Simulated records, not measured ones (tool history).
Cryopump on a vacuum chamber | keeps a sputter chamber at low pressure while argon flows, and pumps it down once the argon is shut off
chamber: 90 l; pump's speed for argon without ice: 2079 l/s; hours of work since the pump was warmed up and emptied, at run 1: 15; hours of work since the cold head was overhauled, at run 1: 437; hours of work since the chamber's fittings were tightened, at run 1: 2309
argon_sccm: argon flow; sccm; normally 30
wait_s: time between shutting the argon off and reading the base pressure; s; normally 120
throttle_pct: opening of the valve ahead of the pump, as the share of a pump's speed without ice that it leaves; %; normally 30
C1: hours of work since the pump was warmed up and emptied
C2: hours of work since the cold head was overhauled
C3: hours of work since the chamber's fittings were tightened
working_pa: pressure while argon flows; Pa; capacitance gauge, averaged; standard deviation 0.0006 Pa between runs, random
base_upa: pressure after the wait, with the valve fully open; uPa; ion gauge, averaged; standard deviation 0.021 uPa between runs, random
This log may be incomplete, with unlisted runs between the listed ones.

{"run": 1, "hour": 0.0, "argon_sccm": 30, "wait_s": 120, "throttle_pct": 30, "C1": 15, "C2": 437, "C3": 2309, "working_pa": 0.0823, "base_upa": 1.29}
{"run": 2, "hour": 37.5, "argon_sccm": 15, "wait_s": 120, "throttle_pct": 30, "C1": 36, "C2": 458, "C3": 2329, "working_pa": 0.0415, "base_upa": 1.37}
{"run": 3, "hour": 60.0, "argon_sccm": 15, "wait_s": 120, "throttle_pct": 30, "C1": 49, "C2": 470, "C3": 2342, "working_pa": 0.0427, "base_upa": 1.4}
{"run": 4, "hour": 89.8, "argon_sccm": 15, "wait_s": 120, "throttle_pct": 30, "C1": 65, "C2": 487, "C3": 2358, "working_pa": 0.041, "base_upa": 1.45}
{"run": 5, "hour": 125.6, "argon_sccm": 30, "wait_s": 67, "throttle_pct": 30, "C1": 85, "C2": 506, "C3": 2378, "working_pa": 0.0845, "base_upa": 1.68}
{"run": 6, "hour": 167.1, "argon_sccm": 30, "wait_s": 67, "throttle_pct": 30, "C1": 108, "C2": 530, "C3": 2401, "working_pa": 0.0839, "base_upa": 1.72}
{"run": 7, "hour": 208.2, "argon_sccm": 30, "wait_s": 67, "throttle_pct": 30, "C1": 131, "C2": 552, "C3": 2424, "working_pa": 0.084, "base_upa": 1.79}
{"run": 8, "hour": 238.9, "argon_sccm": 30, "wait_s": 120, "throttle_pct": 30, "C1": 148, "C2": 569, "C3": 2441, "working_pa": 0.0859, "base_upa": 1.47}
{"run": 9, "hour": 256.9, "argon_sccm": 30, "wait_s": 120, "throttle_pct": 30, "C1": 158, "C2": 579, "C3": 2451, "working_pa": 0.0849, "base_upa": 1.54}
{"run": 10, "hour": 282.4, "argon_sccm": 30, "wait_s": 120, "throttle_pct": 30, "C1": 172, "C2": 594, "C3": 2465, "working_pa": 0.0863, "base_upa": 1.52}
{"run": 11, "hour": 312.1, "argon_sccm": 23, "wait_s": 27, "throttle_pct": 27, "C1": 189, "C2": 610, "C3": 2482, "working_pa": 0.073, "base_upa": 2.78}
{"run": 12, "hour": 344.0, "argon_sccm": 13, "wait_s": 43, "throttle_pct": 26, "C1": 206, "C2": 628, "C3": 2500, "working_pa": 0.0434, "base_upa": 2.23}
{"run": 13, "hour": 386.5, "argon_sccm": 27, "wait_s": 106, "throttle_pct": 30, "C1": 230, "C2": 651, "C3": 2523, "working_pa": 0.0787, "base_upa": 1.68}
{"run": 14, "hour": 414.1, "argon_sccm": 27, "wait_s": 106, "throttle_pct": 30, "C1": 245, "C2": 667, "C3": 2538, "working_pa": 0.0793, "base_upa": 1.7}
{"run": 15, "hour": 439.1, "argon_sccm": 27, "wait_s": 106, "throttle_pct": 30, "C1": 259, "C2": 681, "C3": 2552, "working_pa": 0.0804, "base_upa": 1.72}
{"run": 16, "hour": 471.9, "argon_sccm": 14, "wait_s": 181, "throttle_pct": 48, "C1": 278, "C2": 699, "C3": 2571, "working_pa": 0.0273, "base_upa": 1.66}
{"run": 17, "hour": 494.2, "argon_sccm": 14, "wait_s": 181, "throttle_pct": 48, "C1": 290, "C2": 711, "C3": 2583, "working_pa": 0.0277, "base_upa": 1.73}
{"run": 18, "hour": 525.6, "argon_sccm": 25, "wait_s": 92, "throttle_pct": 27, "C1": 307, "C2": 729, "C3": 2600, "working_pa": 0.0835, "base_upa": 1.9}
{"run": 19, "hour": 543.9, "argon_sccm": 25, "wait_s": 92, "throttle_pct": 27, "C1": 318, "C2": 739, "C3": 2611, "working_pa": 0.0831, "base_upa": 1.97}

3 ways to go on from here, each from the tool as it stands after run 19. What would each give?
{"run": "A", "hour": 584.6, "argon_sccm": 30, "wait_s": 128, "throttle_pct": 25, "C1": 340, "C2": 761, "C3": 2633, "working_pa": "?", "base_upa": "?"}
{"run": "B", "hour": 584.6, "argon_sccm": 30, "wait_s": 78, "throttle_pct": 39, "C1": 340, "C2": 761, "C3": 2633, "working_pa": "?", "base_upa": "?"}
{"run": "C", "hour": 584.6, "argon_sccm": 30, "wait_s": 97, "throttle_pct": 30, "C1": 340, "C2": 761, "C3": 2633, "working_pa": "?", "base_upa": "?"}

run=A working_pa=0.1077 base_upa=1.85
run=B working_pa=0.0712 base_upa=2.12
run=C working_pa=0.0917 base_upa=1.95
Stripped of hidden state, with their random variation kept, the same runs would have yielded:
run=A working_pa=0.0973 base_upa=0.45
run=B working_pa=0.0609 base_upa=0.73
run=C working_pa=0.0813 base_upa=0.59
